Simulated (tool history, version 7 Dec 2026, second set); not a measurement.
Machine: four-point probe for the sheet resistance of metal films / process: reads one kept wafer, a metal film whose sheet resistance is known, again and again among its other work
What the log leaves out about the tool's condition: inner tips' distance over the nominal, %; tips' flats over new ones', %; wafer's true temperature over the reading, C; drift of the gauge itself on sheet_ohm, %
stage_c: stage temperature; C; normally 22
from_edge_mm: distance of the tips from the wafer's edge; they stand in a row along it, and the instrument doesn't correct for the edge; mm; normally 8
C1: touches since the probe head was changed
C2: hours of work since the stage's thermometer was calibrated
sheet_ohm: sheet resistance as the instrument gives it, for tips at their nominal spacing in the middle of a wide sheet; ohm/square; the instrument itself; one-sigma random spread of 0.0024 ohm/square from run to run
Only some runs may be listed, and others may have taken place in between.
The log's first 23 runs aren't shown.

{"run": 24, "hour": 256.4, "stage_c": 29, "from_edge_mm": 8, "C1": 13355, "C2": 28, "sheet_ohm": 12.222608}
{"run": 25, "hour": 266.3, "stage_c": 29, "from_edge_mm": 8, "C1": 13587, "C2": 35, "sheet_ohm": 12.224656}
{"run": 26, "hour": 272.7, "stage_c": 29, "from_edge_mm": 8, "C1": 13735, "C2": 39, "sheet_ohm": 12.224894}
{"run": 27, "hour": 285.0, "stage_c": 29, "from_edge_mm": 8, "C1": 14025, "C2": 48, "sheet_ohm": 12.22705}
{"run": 28, "hour": 293.3, "stage_c": 29, "from_edge_mm": 8, "C1": 14217, "C2": 53, "sheet_ohm": 12.220022}
{"run": 29, "hour": 305.4, "stage_c": 28, "from_edge_mm": 3, "C1": 14502, "C2": 62, "sheet_ohm": 12.379017}
{"run": 30, "hour": 315.2, "stage_c": 28, "from_edge_mm": 3, "C1": 14730, "C2": 68, "sheet_ohm": 12.378905}
{"run": 31, "hour": 324.3, "stage_c": 24, "from_edge_mm": 28, "C1": 14943, "C2": 74, "sheet_ohm": 12.214313}
{"run": 32, "hour": 333.0, "stage_c": 18, "from_edge_mm": 54, "C1": 15146, "C2": 80, "sheet_ohm": 12.230538}
{"run": 33, "hour": 339.5, "stage_c": 18, "from_edge_mm": 54, "C1": 15299, "C2": 85, "sheet_ohm": 12.234943}
{"run": 34, "hour": 354.5, "stage_c": 18, "from_edge_mm": 54, "C1": 15650, "C2": 95, "sheet_ohm": 12.235561}
{"run": 35, "hour": 365.2, "stage_c": 31, "from_edge_mm": 3, "C1": 15899, "C2": 102, "sheet_ohm": 12.371641}
{"run": 36, "hour": 379.4, "stage_c": 31, "from_edge_mm": 35, "C1": 16232, "C2": 112, "sheet_ohm": 12.190148}
{"run": 37, "hour": 388.0, "stage_c": 33, "from_edge_mm": 4, "C1": 16433, "C2": 118, "sheet_ohm": 12.284938}
{"run": 38, "hour": 396.8, "stage_c": 29, "from_edge_mm": 66, "C1": 16638, "C2": 123, "sheet_ohm": 12.199726}
{"run": 39, "hour": 403.9, "stage_c": 25, "from_edge_mm": 10, "C1": 16805, "C2": 128, "sheet_ohm": 12.228113}
{"run": 40, "hour": 411.5, "stage_c": 32, "from_edge_mm": 19, "C1": 16983, "C2": 133, "sheet_ohm": 12.194049}
{"run": 41, "hour": 423.8, "stage_c": 32, "from_edge_mm": 19, "C1": 17269, "C2": 142, "sheet_ohm": 12.188655}
{"run": 42, "hour": 435.7, "stage_c": 27, "from_edge_mm": 3, "C1": 17549, "C2": 150, "sheet_ohm": 12.383591}
{"run": 43, "hour": 443.5, "stage_c": 18, "from_edge_mm": 17, "C1": 17731, "C2": 155, "sheet_ohm": 12.24109}
{"run": 44, "hour": 456.8, "stage_c": 23, "from_edge_mm": 4, "C1": 18042, "C2": 164, "sheet_ohm": 12.324723}
{"run": 45, "hour": 468.0, "stage_c": 33, "from_edge_mm": 40, "C1": 18303, "C2": 172, "sheet_ohm": 12.186141}

Branching from run 45: 3 alternative next runs. What would each branch give?
{"run": "A", "hour": 477.7, "stage_c": 22, "from_edge_mm": 6, "C1": 18529, "C2": 178, "sheet_ohm": "?"}
{"run": "B", "hour": 477.7, "stage_c": 24, "from_edge_mm": 66, "C1": 18529, "C2": 178, "sheet_ohm": "?"}
{"run": "C", "hour": 477.7, "stage_c": 18, "from_edge_mm": 9, "C1": 18529, "C2": 178, "sheet_ohm": "?"}

run=A sheet_ohm=12.266495
run=B sheet_ohm=12.214174
run=C sheet_ohm=12.255292
Take away the tool's hidden state, keep each run's random variation, and the runs would have read:
run=A sheet_ohm=12.239224
run=B sheet_ohm=12.187032
run=C sheet_ohm=12.228001

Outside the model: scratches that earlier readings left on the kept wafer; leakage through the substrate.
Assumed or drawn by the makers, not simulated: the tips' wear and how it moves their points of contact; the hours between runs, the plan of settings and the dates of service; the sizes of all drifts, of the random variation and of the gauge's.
